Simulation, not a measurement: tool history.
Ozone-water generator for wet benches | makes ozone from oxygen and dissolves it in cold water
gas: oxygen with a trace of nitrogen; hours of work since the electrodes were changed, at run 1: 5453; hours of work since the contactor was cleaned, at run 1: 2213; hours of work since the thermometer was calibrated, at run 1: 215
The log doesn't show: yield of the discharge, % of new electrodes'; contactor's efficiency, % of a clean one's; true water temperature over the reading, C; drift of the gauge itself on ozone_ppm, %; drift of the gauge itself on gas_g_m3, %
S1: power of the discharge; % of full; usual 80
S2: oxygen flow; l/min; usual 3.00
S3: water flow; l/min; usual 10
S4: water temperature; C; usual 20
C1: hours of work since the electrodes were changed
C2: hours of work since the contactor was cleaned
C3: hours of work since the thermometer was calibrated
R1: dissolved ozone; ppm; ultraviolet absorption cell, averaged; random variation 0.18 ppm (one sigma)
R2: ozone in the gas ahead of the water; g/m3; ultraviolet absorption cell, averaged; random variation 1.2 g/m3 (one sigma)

run	hour	S1	S2	S3	S4	C1	C2	C3	R1	R2
1	0.0	80	3.00	10	20	5453	2213	215	24.7	214.8
# hour 76.7: electrodes of the discharge changed
2	76.7	80	3.00	12	20	0	2280	283	21.7	217.3
3	165.9	80	3.00	8	20	85	2365	367	28.9	216.6
4	294.7	80	3.00	13	20	207	2487	489	20.0	218.5
5	382.6	80	3.00	13	20	290	2570	573	20.3	214.8
6	536.8	80	3.00	13	20	436	2717	719	20.1	218.6
7	629.2	80	3.00	10	20	524	2804	807	25.0	214.6
8	762.1	80	3.00	10	20	650	2931	933	24.8	214.6
9	876.7	80	3.00	10	20	759	3039	1041	24.7	217.4
10	1043.6	80	3.00	10	20	917	3198	1200	24.7	215.4
11	1142.7	80	3.00	10	20	1011	3292	1294	24.9	216.1
12	1228.8	80	3.00	10	20	1093	3373	1375	24.9	214.9
13	1320.0	80	3.63	10	24	1179	3460	1462	23.9	202.4
14	1429.2	80	3.80	13	20	1283	3563	1565	21.1	197.0
15	1527.5	73	4.09	11	21	1376	3657	1659	22.8	184.0
16	1653.5	73	4.09	11	21	1496	3776	1778	22.7	183.6

Run 17 comes next. What will it give?
17	1773.4	48	4.09	10	15	1610	3890	1892	?	?

Run 17 gave R1 21.6 ppm, R2 144.1 g/m3.
Without the tool's hidden state the same run would have given R1 21.7 ppm, R2 145.8 g/m3.
